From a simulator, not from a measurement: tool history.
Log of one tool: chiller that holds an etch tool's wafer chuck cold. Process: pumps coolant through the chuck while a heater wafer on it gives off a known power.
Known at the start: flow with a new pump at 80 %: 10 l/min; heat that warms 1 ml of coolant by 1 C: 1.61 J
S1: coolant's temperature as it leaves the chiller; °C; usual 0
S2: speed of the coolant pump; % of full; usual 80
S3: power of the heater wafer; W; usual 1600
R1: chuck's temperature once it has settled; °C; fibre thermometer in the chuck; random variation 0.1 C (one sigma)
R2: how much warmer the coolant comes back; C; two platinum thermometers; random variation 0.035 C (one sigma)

Run 1, hour 0: usual settings. Result: R1 12.3 °C, R2 6 C.
Run 2, hour 44.8: usual settings. Result: R1 12.4 °C, R2 6.02 C.
Run 3, hour 83: usual settings. Result: R1 12.2 °C, R2 5.99 C.
Run 4, hour 124.5: usual settings. Result: R1 12.2 °C, R2 6.03 C.
Run 5, hour 162.4: usual settings. Result: R1 12.3 °C, R2 6.06 C.
Run 6, hour 184.4: usual settings. Result: R1 12.3 °C, R2 6 C.
Run 7, hour 209.8: usual settings. Result: R1 12.3 °C, R2 6.12 C.
Run 8, hour 251: usual settings. Result: R1 12.4 °C, R2 6.16 C.
Run 9, hour 290.8: usual settings. Result: R1 12.5 °C, R2 6.26 C.
Run 10, hour 327.4: usual settings. Result: R1 12.3 °C, R2 6.22 C.
Run 11, hour 357.8: usual settings. Result: R1 12.4 °C, R2 6.23 C.
Run 12, hour 380.2: usual settings. Result: R1 12.1 °C, R2 6.21 C.
Run 13, hour 415.4: usual settings. Result: R1 12.5 °C, R2 6.32 C.
Run 14, hour 450.6: usual settings. Result: R1 12.2 °C, R2 6.34 C.
Run 15, hour 481.7: usual settings. Result: R1 12.3 °C, R2 6.41 C.
At hour 499.5: gauge calibrated.
Run 16, hour 520.9: usual settings. Result: R1 12.3 °C, R2 5.93 C.
Run 17, hour 557: usual settings but S1 7 °C. Result: R1 19.3 °C, R2 5.94 C.
Run 18, hour 596.4: usual settings but S1 -4 °C, S2 67 % of full, S3 1831 W. Result: R1 12.9 °C, R2 8.4 C.
Run 19, hour 641: usual settings but S1 9 °C, S3 906 W. Result: R1 16 °C, R2 3.5 C.
Run 20, hour 674.9: usual settings but S1 9 °C, S3 906 W. Result: R1 16 °C, R2 3.53 C.
Run 21, hour 715.7: usual settings but S1 3 °C. Result: R1 15.3 °C, R2 6.12 C.
Run 22, hour 741.9: usual settings but S1 9 °C, S3 890 W. Result: R1 15.9 °C, R2 3.57 C.
Run 23, hour 771.5: usual settings but S1 6 °C, S2 70 % of full, S3 983 W. Result: R1 14.7 °C, R2 4.5 C.
Run 24, hour 814.1: usual settings but S2 63 % of full. Result: R1 15.6 °C, R2 8.06 C.
Run 25, hour 860: usual settings but S3 815 W. Result: R1 6.3 °C, R2 3.36 C.
Run 26, hour 892.2: usual settings but S1 8 °C, S3 1707 W. Result: R1 21.3 °C, R2 6.74 C.
Run 27, hour 920.9: usual settings but S2 83 % of full. Result: R1 11.9 °C, R2 6.06 C.
Run 28, hour 943.3: usual settings but S1 -8 °C, S2 89 % of full, S3 988 W. Result: R1 -1.2 °C, R2 3.66 C.
Run 29, hour 978.8: usual settings but S1 -8 °C, S2 72 % of full, S3 1812 W. Result: R1 7.4 °C, R2 8.08 C.

Run 30 comes next. What will it give?
Run 30, hour 1007.6: usual settings but S1 -6 °C, S2 74 % of full, S3 1998 W. Result: R1 ?, R2 ?.

{"run 30": {"R1": 10.6, "R2": 8.5}}
Without the tool's hidden state the same run would have given R1 10.6 °C, R2 8.06 C.

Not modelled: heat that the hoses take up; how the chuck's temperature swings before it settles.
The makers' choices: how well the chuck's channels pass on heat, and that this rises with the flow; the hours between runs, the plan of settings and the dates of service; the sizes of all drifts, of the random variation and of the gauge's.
